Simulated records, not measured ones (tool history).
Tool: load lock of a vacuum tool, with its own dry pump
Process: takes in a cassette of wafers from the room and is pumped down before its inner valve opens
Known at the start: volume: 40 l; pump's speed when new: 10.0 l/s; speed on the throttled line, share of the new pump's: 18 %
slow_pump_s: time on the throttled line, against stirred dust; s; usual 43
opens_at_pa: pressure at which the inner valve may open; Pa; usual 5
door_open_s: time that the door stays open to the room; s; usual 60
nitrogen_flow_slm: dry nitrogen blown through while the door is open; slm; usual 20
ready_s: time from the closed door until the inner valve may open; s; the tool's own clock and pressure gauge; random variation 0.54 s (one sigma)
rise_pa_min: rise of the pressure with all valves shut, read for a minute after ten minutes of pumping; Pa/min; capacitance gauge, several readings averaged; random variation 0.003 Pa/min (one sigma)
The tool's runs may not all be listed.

run	hour	slow_pump_s	opens_at_pa	door_open_s	nitrogen_flow_slm	incoming humidity of the room's air, %	ready_s	rise_pa_min
1	0	43	5	60	20	44.5	75.9	0.046
2	570.2	43	5	60	20	43.7	76.8	0.039
3	1174	43	5	60	20	50.1	75.3	0.047
# hour 1359.5: door's seal changed, seat wiped
4	1731.9	43	5	60	20	47.4	75.6	0.047
5	2395.8	43	5	60	27	46.4	74.7	0.042
6	2890.4	43	5	60	27	46.6	75.6	0.042
7	3531.4	43	5	60	27	45.8	75.7	0.035
8	4049.8	43	5	60	27	43.1	74.8	0.037
9	4502.3	43	5	60	27	45.7	75.1	0.041
10	4900.3	43	5	60	27	44.8	75.9	0.035
11	5563.5	43	5	60	27	44.8	75.5	0.038
12	5995.2	43	5	60	27	46.1	75.1	0.038
13	6280.1	43	5	60	27	45.6	75.4	0.037
# hour 6635.7: door's seal changed, seat wiped
14	6892.6	43	5	83	9	43.1	75.3	0.067
15	7220.2	43	5	83	9	46.3	75.5	0.069

The next listed run, before its measurement:
16	7692.6	43	8	93	11	44.8	?	?

{"run 16": {"ready_s": 73.6, "rise_pa_min": 0.064}}
Without the tool's hidden state the same run would have given ready_s 73.6 s, rise_pa_min 0.064 Pa/min.
